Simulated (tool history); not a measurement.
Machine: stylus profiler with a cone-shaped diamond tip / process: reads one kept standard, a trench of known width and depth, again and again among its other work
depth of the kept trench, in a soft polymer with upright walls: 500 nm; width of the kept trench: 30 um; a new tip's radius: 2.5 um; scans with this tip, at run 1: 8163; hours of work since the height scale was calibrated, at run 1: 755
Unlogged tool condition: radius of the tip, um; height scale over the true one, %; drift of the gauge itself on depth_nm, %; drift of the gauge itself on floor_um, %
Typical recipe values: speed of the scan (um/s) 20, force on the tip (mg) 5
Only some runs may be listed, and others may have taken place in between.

run,hour,speed of the scan (um/s),force on the tip (mg),scans with this tip,hours of work since the height scale was calibrated,depth of the trench (nm),width of the trench's floor (µm)
1,0,20,5,8163,755,507.82,26.38
2,28.3,20,5,8363,774,507.59,26.37
3,49.3,20,5,8512,788,507.69,26.39
4,95.3,20,5,8838,818,507.73,26.4
5,114.2,20,5,8972,830,507.64,26.32
6,150.1,20,5,9226,854,507.53,26.33
7,175.9,20,5,9409,871,507.31,26.34
8,200.6,20,5,9584,887,507.27,26.26
9,230.2,20,5,9794,906,507.65,26.29
10,270.3,20,5,10078,933,507.19,26.31
11,296.3,20,5,10262,950,507.27,26.26
12,333,20,4.31,10522,974,506.35,26.25
13,368.9,33,4.36,10777,997,506.61,26.18
14,390,33,4.36,10926,1011,506.71,26.19
15,417.2,46,14.97,11118,1029,517.27,26.19
16,453.7,8,3.84,11377,1053,505.73,26.23
17,495.3,8,7.93,11672,1080,510.42,26.22
18,516.7,12,2.02,11823,1094,503.09,26.19
19,560.9,12,8.01,12136,1123,510.62,26.16
20,596.3,12,8.01,12387,1146,510.61,26.16
21,632.2,20,8.23,12641,1170,510.79,26.16
22,654.8,20,5.5,12802,1185,507.52,26.14
23,692.9,20,5.5,13072,1210,507.35,26.09

Consider 5 possible next runs. They are alternatives, not a sequence: every one starts from the tool as it was left by run 23. What does each give?
A,719.4,20,6.25,13259,1227,?,?
B,719.4,12,1.84,13259,1227,?,?
C,719.4,29,9.77,13259,1227,?,?
D,719.4,15,5,13259,1227,?,?
E,719.4,79,8.69,13259,1227,?,?

run,depth of the trench (nm),width of the trench's floor (µm)
A,508.1,26.1
B,502.21,26.12
C,512.3,26.05
D,506.91,26.08
E,510.99,26.02
With no hidden state in the tool, these same runs would have given:
run,depth of the trench (nm),width of the trench's floor (µm)
A,510.48,26.98
B,504.56,26.99
C,514.7,26.93
D,509.29,26.96
E,513.39,26.9
